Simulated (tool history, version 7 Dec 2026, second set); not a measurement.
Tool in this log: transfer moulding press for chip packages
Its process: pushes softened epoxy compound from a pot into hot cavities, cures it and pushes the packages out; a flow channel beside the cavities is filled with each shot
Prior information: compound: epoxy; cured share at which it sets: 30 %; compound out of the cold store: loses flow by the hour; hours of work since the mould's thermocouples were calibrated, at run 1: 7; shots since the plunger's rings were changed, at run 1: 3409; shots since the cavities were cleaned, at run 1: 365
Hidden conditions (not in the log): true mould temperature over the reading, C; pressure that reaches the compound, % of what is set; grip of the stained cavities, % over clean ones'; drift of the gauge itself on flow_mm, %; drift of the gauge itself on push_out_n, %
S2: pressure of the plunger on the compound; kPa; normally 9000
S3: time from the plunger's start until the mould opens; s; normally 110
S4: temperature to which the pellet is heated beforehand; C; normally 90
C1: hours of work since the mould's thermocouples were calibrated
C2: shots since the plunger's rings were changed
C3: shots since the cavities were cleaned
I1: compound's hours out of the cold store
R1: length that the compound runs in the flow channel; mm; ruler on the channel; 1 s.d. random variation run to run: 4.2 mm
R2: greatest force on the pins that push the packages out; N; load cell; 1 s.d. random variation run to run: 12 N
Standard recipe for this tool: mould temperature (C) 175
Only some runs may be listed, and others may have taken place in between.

run 1 day=0 | mould_temperature_(C)=175 S2=9000 S3=110 S4=90 | C1=7 C2=3409 C3=365 | I1=19.6 | R1=844 R2=594
-- day=0.254 plunger's sealing rings changed
run 2 day=0.512 | mould_temperature_(C)=175 S2=9000 S3=110 S4=90 | C1=15 C2=77 C3=487 | I1=28.8 | R1=823 R2=610
run 3 day=0.992 | mould_temperature_(C)=175 S2=9000 S3=110 S4=90 | C1=24 C2=220 C3=630 | I1=21.2 | R1=841 R2=585
run 4 day=1.608 | mould_temperature_(C)=175 S2=9000 S3=110 S4=90 | C1=35 C2=404 C3=814 | I1=20.2 | R1=846 R2=604
-- day=2.204 cavities cleaned with cleaning compound and waxed
run 5 day=2.3 | mould_temperature_(C)=175 S2=9000 S3=110 S4=97 | C1=47 C2=592 C3=29 | I1=28.8 | R1=827 R2=551
run 6 day=2.642 | mould_temperature_(C)=175 S2=9000 S3=110 S4=97 | C1=54 C2=693 C3=130 | I1=28.4 | R1=826 R2=571
run 7 day=3.2 | mould_temperature_(C)=175 S2=9000 S3=110 S4=97 | C1=64 C2=859 C3=296 | I1=39.1 | R1=812 R2=578
run 8 day=3.717 | mould_temperature_(C)=175 S2=9000 S3=110 S4=97 | C1=74 C2=1014 C3=451 | I1=35.2 | R1=801 R2=591
run 9 day=4.308 | mould_temperature_(C)=175 S2=9000 S3=110 S4=97 | C1=85 C2=1189 C3=626 | I1=38 | R1=801 R2=587
run 10 day=4.683 | mould_temperature_(C)=173 S2=9000 S3=110 S4=90 | C1=92 C2=1301 C3=738 | I1=36.2 | R1=822 R2=664
run 11 day=5.179 | mould_temperature_(C)=175 S2=9000 S3=110 S4=90 | C1=101 C2=1450 C3=887 | I1=40.5 | R1=797 R2=577
-- day=5.554 cavities cleaned with cleaning compound and waxed
run 12 day=5.858 | mould_temperature_(C)=175 S2=9000 S3=109 S4=90 | C1=113 C2=1632 C3=89 | I1=33.9 | R1=816 R2=581
run 13 day=6.379 | mould_temperature_(C)=175 S2=9000 S3=109 S4=90 | C1=123 C2=1788 C3=245 | I1=13.5 | R1=859 R2=582
run 14 day=6.929 | mould_temperature_(C)=175 S2=10470 S3=110 S4=90 | C1=133 C2=1953 C3=410 | I1=46.2 | R1=846 R2=573
run 15 day=7.238 | mould_temperature_(C)=175 S2=7300 S3=110 S4=90 | C1=139 C2=2044 C3=501 | I1=24.3 | R1=749 R2=597
run 16 day=7.721 | mould_temperature_(C)=169 S2=7600 S3=101 S4=91 | C1=148 C2=2188 C3=645 | I1=16.6 | R1=818 R2=1222
run 17 day=8.304 | mould_temperature_(C)=169 S2=7600 S3=101 S4=91 | C1=159 C2=2362 C3=819 | I1=28.8 | R1=789 R2=1145
-- day=8.896 cavities cleaned with cleaning compound and waxed
run 18 day=8.996 | mould_temperature_(C)=175 S2=9950 S3=110 S4=90 | C1=171 C2=2549 C3=30 | I1=29 | R1=875 R2=590
run 19 day=9.383 | mould_temperature_(C)=168 S2=9000 S3=139 S4=90 | C1=178 C2=2664 C3=145 | I1=32.9 | R1=852 R2=652
run 20 day=9.65 | mould_temperature_(C)=168 S2=9730 S3=139 S4=90 | C1=183 C2=2745 C3=226 | I1=9.7 | R1=938 R2=668
run 21 day=10.188 | mould_temperature_(C)=181 S2=10030 S3=110 S4=94 | C1=193 C2=2905 C3=386 | I1=10.6 | R1=887 R2=461
run 22 day=10.633 | mould_temperature_(C)=178 S2=10260 S3=98 S4=88 | C1=201 C2=3037 C3=518 | I1=13.6 | R1=905 R2=601
run 23 day=10.979 | mould_temperature_(C)=174 S2=9000 S3=110 S4=90 | C1=208 C2=3140 C3=621 | I1=25.8 | R1=835 R2=632
run 24 day=11.596 | mould_temperature_(C)=175 S2=9000 S3=109 S4=88 | C1=219 C2=3324 C3=805 | I1=23.4 | R1=841 R2=588
run 25 day=11.862 | mould_temperature_(C)=175 S2=9000 S3=109 S4=88 | C1=224 C2=3404 C3=885 | I1=31.2 | R1=822 R2=591
-- day=12.117 plunger's sealing rings changed
-- day=12.35 cavities cleaned with cleaning compound and waxed
run 26 day=12.638 | mould_temperature_(C)=175 S2=8740 S3=98 S4=88 | C1=236 C2=136 C3=84 | I1=31.6 | R1=812 R2=738
run 27 day=12.921 | mould_temperature_(C)=175 S2=9000 S3=110 S4=83 | C1=241 C2=221 C3=169 | I1=45.1 | R1=797 R2=573

Run 28 comes next. What will it give?
run 28 day=13.525 | mould_temperature_(C)=176 S2=8120 S3=132 S4=87 | C1=253 C2=402 C3=350 | I1=44.3 | R1=? R2=?

{"run 28": {"R1": 753, "R2": 464}}
The same run, on a tool lacking any hidden state, would have yielded R1 753 mm, R2 457 N.
